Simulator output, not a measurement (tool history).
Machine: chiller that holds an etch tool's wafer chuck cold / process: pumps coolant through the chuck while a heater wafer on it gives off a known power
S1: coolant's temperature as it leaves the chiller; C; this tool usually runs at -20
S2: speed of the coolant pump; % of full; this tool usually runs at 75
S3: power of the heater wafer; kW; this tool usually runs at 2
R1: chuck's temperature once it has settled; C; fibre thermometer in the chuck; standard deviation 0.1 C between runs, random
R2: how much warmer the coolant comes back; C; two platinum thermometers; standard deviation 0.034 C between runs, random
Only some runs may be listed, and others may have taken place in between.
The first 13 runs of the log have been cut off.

run,hour,S1,S2,S3,R1,R2
# hour 685.6: coolant pump overhauled, once more
14,736.2,-20,75,2,-2.5,5.16
15,812.7,-20,75,2,-2.5,5.19
16,868.7,-20,75,2,-2.3,5.18
17,924.7,-16,91,1.727,-3.1,3.63
18,959.2,-23,61,2.037,-1.1,6.64
19,993.7,-29,75,2,-11.1,5.25
20,1069,-22,75,1.545,-8.1,4.03
21,1110.7,-22,75,1.545,-7.9,4.08

The next listed run, before its measurement:
22,1148.3,-16,66,2,?,?

{"run 22": {"R1": 4.3, "R2": 5.98}}
Minus the tool's unlogged condition, the same run would have read R1 0.5 C, R2 5.89 C.
